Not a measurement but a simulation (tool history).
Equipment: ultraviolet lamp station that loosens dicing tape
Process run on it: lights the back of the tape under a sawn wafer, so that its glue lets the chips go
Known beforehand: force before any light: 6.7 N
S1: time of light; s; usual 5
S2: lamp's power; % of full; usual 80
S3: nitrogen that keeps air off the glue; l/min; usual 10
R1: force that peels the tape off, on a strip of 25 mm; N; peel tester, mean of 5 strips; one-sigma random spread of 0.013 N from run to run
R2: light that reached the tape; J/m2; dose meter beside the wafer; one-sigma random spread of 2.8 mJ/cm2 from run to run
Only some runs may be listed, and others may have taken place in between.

run 1 hour=0 | S1=5 S2=80 S3=10 | R1=0.611 R2=3860
run 2 hour=22 | S1=7 S2=80 S3=10 | R1=0.335 R2=5380
run 3 hour=34.1 | S1=5 S2=80 S3=10 | R1=0.612 R2=3860
-- hour=42 window cleaned of glue's vapour
run 4 hour=49.5 | S1=5 S2=80 S3=10 | R1=0.593 R2=3880
run 5 hour=63.4 | S1=5 S2=80 S3=10 | R1=0.578 R2=3880
run 6 hour=76.9 | S1=5 S2=80 S3=10 | R1=0.572 R2=3870
run 7 hour=90.8 | S1=5 S2=80 S3=10 | R1=0.593 R2=3890
run 8 hour=113.1 | S1=5 S2=80 S3=10 | R1=0.575 R2=3890
run 9 hour=133.6 | S1=5 S2=80 S3=10 | R1=0.589 R2=3900
run 10 hour=144.1 | S1=5 S2=80 S3=10 | R1=0.583 R2=3850
run 11 hour=156.7 | S1=5 S2=80 S3=7 | R1=0.747 R2=3880
run 12 hour=174.6 | S1=9 S2=85 S3=7 | R1=0.287 R2=7410
run 13 hour=185.3 | S1=9 S2=85 S3=7 | R1=0.289 R2=7410
run 14 hour=200 | S1=5 S2=93 S3=4 | R1=0.887 R2=4510
run 15 hour=213.7 | S1=5 S2=81 S3=20 | R1=0.389 R2=3890
run 16 hour=231.1 | S1=5 S2=81 S3=20 | R1=0.382 R2=3880
run 17 hour=244.2 | S1=5 S2=80 S3=10 | R1=0.583 R2=3870
run 18 hour=264.8 | S1=6 S2=84 S3=10 | R1=0.409 R2=4920

What if the next run were any one of these 4? Each begins from the tool's condition after run 18:
run A hour=277.6 | S1=5 S2=98 S3=5 | R1=? R2=?
run B hour=277.6 | S1=3 S2=80 S3=10 | R1=? R2=?
run C hour=277.6 | S1=2 S2=85 S3=3 | R1=? R2=?
run D hour=277.6 | S1=5 S2=61 S3=10 | R1=? R2=?

run=A R1=0.668 R2=4770
run=B R1=1.402 R2=2330
run=C R1=3.309 R2=1640
run=D R1=0.971 R2=2990
Without the tool's unlogged condition, the same runs would have read:
run=A R1=0.666 R2=4780
run=B R1=1.398 R2=2330
run=C R1=3.305 R2=1650
run=D R1=0.968 R2=2990
